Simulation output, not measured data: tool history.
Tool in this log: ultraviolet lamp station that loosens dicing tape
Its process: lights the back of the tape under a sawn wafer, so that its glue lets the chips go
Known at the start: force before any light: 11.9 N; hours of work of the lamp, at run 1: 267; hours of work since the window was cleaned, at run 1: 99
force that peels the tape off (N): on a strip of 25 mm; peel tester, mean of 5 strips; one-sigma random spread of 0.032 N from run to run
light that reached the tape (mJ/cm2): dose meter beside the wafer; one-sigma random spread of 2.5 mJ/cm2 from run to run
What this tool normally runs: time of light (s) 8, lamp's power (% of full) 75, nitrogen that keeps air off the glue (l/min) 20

run	hour	time of light (s)	lamp's power (% of full)	nitrogen that keeps air off the glue (l/min)	hours of work of the lamp	hours of work since the window was cleaned	force that peels the tape off (N)	light that reached the tape (mJ/cm2)
1	0.0	8	75	20	267	99	1.913	257
2	6.4	8	75	20	271	102	1.939	263
3	21.2	8	75	20	279	110	1.895	257
4	31.7	8	75	20	285	116	1.972	257
5	44.3	8	75	20	292	123	1.895	256
6	59.3	8	63	33	300	132	2.251	215
7	72.4	8	63	33	308	139	2.205	217
8	86.2	8	63	33	315	147	2.186	213
9	94.9	8	90	7	320	151	2.349	301
10	101.7	14	77	28	324	155	0.518	455

Forecast each of these 5 alternatives for the next run:
A	112.4	7	75	20	330	161	?	?
B	112.4	8	75	9	330	161	?	?
C	112.4	5	87	39	330	161	?	?
D	112.4	12	77	21	330	161	?	?
E	112.4	8	81	17	330	161	?	?

run	force that peels the tape off (N)	light that reached the tape (mJ/cm2)
A	2.503	220
B	2.838	253
C	2.706	181
D	0.805	381
E	1.902	267
Stripped of hidden state, with their random variation kept, the same runs would have yielded:
run	force that peels the tape off (N)	light that reached the tape (mJ/cm2)
A	2.052	249
B	2.360	286
C	2.241	205
D	0.598	432
E	1.513	303
